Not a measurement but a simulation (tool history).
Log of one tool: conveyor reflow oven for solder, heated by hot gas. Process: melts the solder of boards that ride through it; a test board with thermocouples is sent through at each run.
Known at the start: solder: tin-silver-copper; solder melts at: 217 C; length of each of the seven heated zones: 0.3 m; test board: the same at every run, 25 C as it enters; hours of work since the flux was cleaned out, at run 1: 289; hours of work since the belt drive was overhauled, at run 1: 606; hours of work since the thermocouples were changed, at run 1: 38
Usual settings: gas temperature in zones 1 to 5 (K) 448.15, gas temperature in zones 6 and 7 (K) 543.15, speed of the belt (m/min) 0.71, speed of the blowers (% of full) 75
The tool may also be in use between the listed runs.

run,hour,gas temperature in zones 1 to 5 (K),gas temperature in zones 6 and 7 (K),speed of the belt (m/min),speed of the blowers (% of full),hours of work since the flux was cleaned out,hours of work since the belt drive was overhauled,hours of work since the thermocouples were changed,highest temperature of the board (K),time above the solder's melting point (s)
1,0,448.15,543.15,0.71,75,289,606,38,527.85,39.2
2,48.2,448.15,534.15,0.71,75,314,631,63,519.85,35.7
3,83.4,448.15,534.15,0.71,75,332,649,81,519.45,35.5
4,104.3,448.15,534.15,0.71,75,343,660,92,519.45,35.2
5,141.3,448.15,543.15,0.71,75,362,679,112,527.45,39.1
# hour 169.3: flux residue cleaned out of gas plates and filters
6,174.8,448.15,543.15,0.819,75,3,694,126,522.85,31.7
7,201.5,448.15,531.15,0.71,75,17,708,140,517.65,34.2
8,243,448.15,531.15,0.71,75,39,730,162,516.85,33.9
9,281.8,448.15,543.15,0.689,75,59,750,182,528.45,41.3
10,331.3,437.15,552.15,0.71,75,85,776,208,534.15,39.6
11,379.4,460.15,552.15,0.71,75,110,801,233,538.05,46.3
12,416.7,448.15,543.15,0.638,84,129,821,253,532.35,46.4
13,438.7,448.15,544.15,0.834,75,141,832,264,522.55,30.6
14,460.5,442.15,547.15,0.684,56,152,844,276,528.45,39.2
15,490.3,461.15,536.15,0.573,76,168,859,291,528.55,55.3
16,528.3,453.15,536.15,0.573,74,188,879,311,527.15,51.6

Run 17 comes next. What will it give?
17,576.9,445.15,548.15,0.687,54,213,904,337,?,?

Run 17 gave highest temperature of the board (K) 528.45, time above the solder's melting point (s) 40.3.
Without the tool's hidden state the same run would have given highest temperature of the board (K) 528.55, time above the solder's melting point (s) 40.3.
